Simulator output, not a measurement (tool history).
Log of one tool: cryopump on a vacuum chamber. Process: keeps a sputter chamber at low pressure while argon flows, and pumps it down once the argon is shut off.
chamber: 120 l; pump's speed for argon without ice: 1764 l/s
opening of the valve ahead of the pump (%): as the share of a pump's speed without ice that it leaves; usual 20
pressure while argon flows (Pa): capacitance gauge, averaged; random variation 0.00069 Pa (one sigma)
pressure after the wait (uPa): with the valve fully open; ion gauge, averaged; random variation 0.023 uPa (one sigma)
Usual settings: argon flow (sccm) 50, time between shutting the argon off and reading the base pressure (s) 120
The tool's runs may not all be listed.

run	day	argon flow (sccm)	time between shutting the argon off and reading the base pressure (s)	opening of the valve ahead of the pump (%)	pressure while argon flows (Pa)	pressure after the wait (uPa)
1	0	50	120	20	0.2422	1.41
2	2.492	50	120	20	0.2426	1.38
3	4.146	50	120	17	0.2856	1.44
4	7.075	50	120	17	0.2868	1.55
5	9.833	50	120	17	0.2874	1.61
6	12.442	32	120	17	0.1843	1.61
7	15.033	50	120	20	0.2472	1.61
8	18.512	50	54	20	0.2482	2.39
9	20.962	50	36	20	0.247	3
10	23.325	50	120	20	0.2478	1.81
# day 25.575: pump warmed up, emptied and cooled again
11	27.15	50	120	20	0.2416	1.7
12	29.504	50	120	20	0.2422	1.75
13	32.754	50	56	20	0.2428	2.43
14	36.212	50	56	50	0.1004	2.53
15	37.862	50	120	20	0.2452	1.88
16	40.242	50	41	20	0.2447	2.96
17	43.292	50	41	20	0.2468	3.13
18	46.571	50	120	20	0.2475	2.02
19	49.742	50	120	20	0.2491	2.1
20	52.658	23	120	20	0.1153	2.16
# day 56.146: pump warmed up, emptied and cooled again
21	56.146	35	260	20	0.1692	1.71
22	58.258	34	28	44	0.0752	3.69

Forecast run 23:
23	60.25	70	31	20	?	?

pressure while argon flows (Pa): 0.3396
pressure after the wait (uPa): 3.61
Without the tool's hidden state the same run would have given pressure while argon flows (Pa) 0.3355, pressure after the wait (uPa) 2.26.
